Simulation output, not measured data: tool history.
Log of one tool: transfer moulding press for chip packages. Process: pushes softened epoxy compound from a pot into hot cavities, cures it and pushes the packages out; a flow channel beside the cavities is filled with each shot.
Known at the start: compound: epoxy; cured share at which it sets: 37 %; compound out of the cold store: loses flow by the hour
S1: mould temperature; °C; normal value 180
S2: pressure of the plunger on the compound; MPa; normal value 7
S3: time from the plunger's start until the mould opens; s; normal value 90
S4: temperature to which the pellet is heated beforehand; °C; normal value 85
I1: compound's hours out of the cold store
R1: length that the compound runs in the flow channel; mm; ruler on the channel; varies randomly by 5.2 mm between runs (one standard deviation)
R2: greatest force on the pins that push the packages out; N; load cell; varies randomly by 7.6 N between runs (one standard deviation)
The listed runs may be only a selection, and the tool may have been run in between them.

run 1 day=0 | S1=180 S2=7 S3=90 S4=85 | I1=41.3 | R1=464 R2=485
run 2 day=0.2 | S1=180 S2=7 S3=90 S4=85 | I1=17.3 | R1=509 R2=551
run 3 day=0.462 | S1=180 S2=7 S3=90 S4=85 | I1=12 | R1=521 R2=568
run 4 day=0.688 | S1=180 S2=7 S3=74 S4=85 | I1=19 | R1=507 R2=847
run 5 day=1.058 | S1=188 S2=7 S3=74 S4=85 | I1=44.6 | R1=436 R2=548
-- day=1.208 cavities cleaned with cleaning compound and waxed
run 6 day=1.342 | S1=188 S2=7 S3=74 S4=85 | I1=15.4 | R1=501 R2=362
run 7 day=1.588 | S1=180 S2=7 S3=72 S4=85 | I1=9.9 | R1=516 R2=732
run 8 day=1.904 | S1=180 S2=7 S3=90 S4=85 | I1=41.6 | R1=453 R2=435
run 9 day=2.117 | S1=180 S2=7 S3=90 S4=85 | I1=35.4 | R1=465 R2=458
run 10 day=2.408 | S1=180 S2=7 S3=90 S4=85 | I1=31.6 | R1=471 R2=508
run 11 day=2.671 | S1=180 S2=7 S3=90 S4=85 | I1=17.9 | R1=505 R2=532
run 12 day=2.904 | S1=180 S2=7 S3=90 S4=85 | I1=42.9 | R1=448 R2=506
run 13 day=3.138 | S1=180 S2=6.75 S3=90 S4=85 | I1=8.1 | R1=515 R2=603
-- day=3.354 plunger's sealing rings changed
run 14 day=3.654 | S1=180 S2=6.75 S3=90 S4=85 | I1=30.2 | R1=523 R2=567
-- day=3.904 cavities cleaned with cleaning compound and waxed
run 15 day=3.967 | S1=182 S2=8.51 S3=90 S4=85 | I1=26.5 | R1=587 R2=309
run 16 day=4.362 | S1=182 S2=7.72 S3=71 S4=81 | I1=8.5 | R1=609 R2=687
run 17 day=4.642 | S1=179 S2=5.78 S3=90 S4=88 | I1=14 | R1=515 R2=483
run 18 day=4.975 | S1=174 S2=7 S3=90 S4=85 | I1=12.6 | R1=593 R2=760
run 19 day=5.333 | S1=172 S2=7 S3=90 S4=94 | I1=33.5 | R1=535 R2=798
run 20 day=5.679 | S1=187 S2=7 S3=90 S4=92 | I1=45.7 | R1=474 R2=420
run 21 day=5.967 | S1=187 S2=5.58 S3=125 S4=86 | I1=15.7 | R1=489 R2=429
run 22 day=6.196 | S1=187 S2=7.15 S3=99 S4=77 | I1=31.9 | R1=503 R2=440
-- day=6.496 cavities cleaned with cleaning compound and waxed
run 23 day=6.625 | S1=180 S2=7.8 S3=90 S4=85 | I1=19 | R1=576 R2=363
run 24 day=6.979 | S1=173 S2=5.83 S3=117 S4=85 | I1=19 | R1=516 R2=398
run 25 day=7.188 | S1=175 S2=7 S3=90 S4=90 | I1=37.6 | R1=509 R2=538
run 26 day=7.388 | S1=177 S2=7 S3=90 S4=87 | I1=9.6 | R1=581 R2=586
run 27 day=7.562 | S1=177 S2=7 S3=90 S4=87 | I1=34.5 | R1=517 R2=532
run 28 day=7.908 | S1=180 S2=7 S3=108 S4=85 | I1=21.7 | R1=540 R2=425

Selected run-to-run steps in R1, each split into two signed amounts: the part the tool would show with no hidden state at all (from settings, incoming material and random variation), and the remainder, which goes to the hidden state together with any gauge scatter not common to the measured and the hidden-state-free results:
Hidden state at play: true mould temperature over the reading, C; pressure that reaches the compound, % of what is set; grip of the stained cavities, % over clean ones'; drift of the gauge itself on flow_mm, %; drift of the gauge itself on push_out_n, %.
Run 12 -> 13: S2 7 -> 6.75. R1 +67 mm: hidden state -10, all else +77.
Run 13 -> 14: plunger's sealing rings changed. R1 +8 mm: hidden state +65, all else -57.
Run 16 -> 17: S1 182 -> 179, S2 7.72 -> 5.78, S3 71 -> 90, S4 81 -> 88. R1 -94 mm: hidden state -2, all else -92.
Run 17 -> 18: S1 179 -> 174, S2 5.78 -> 7, S4 88 -> 85. R1 +78 mm: hidden state -2, all else +80.
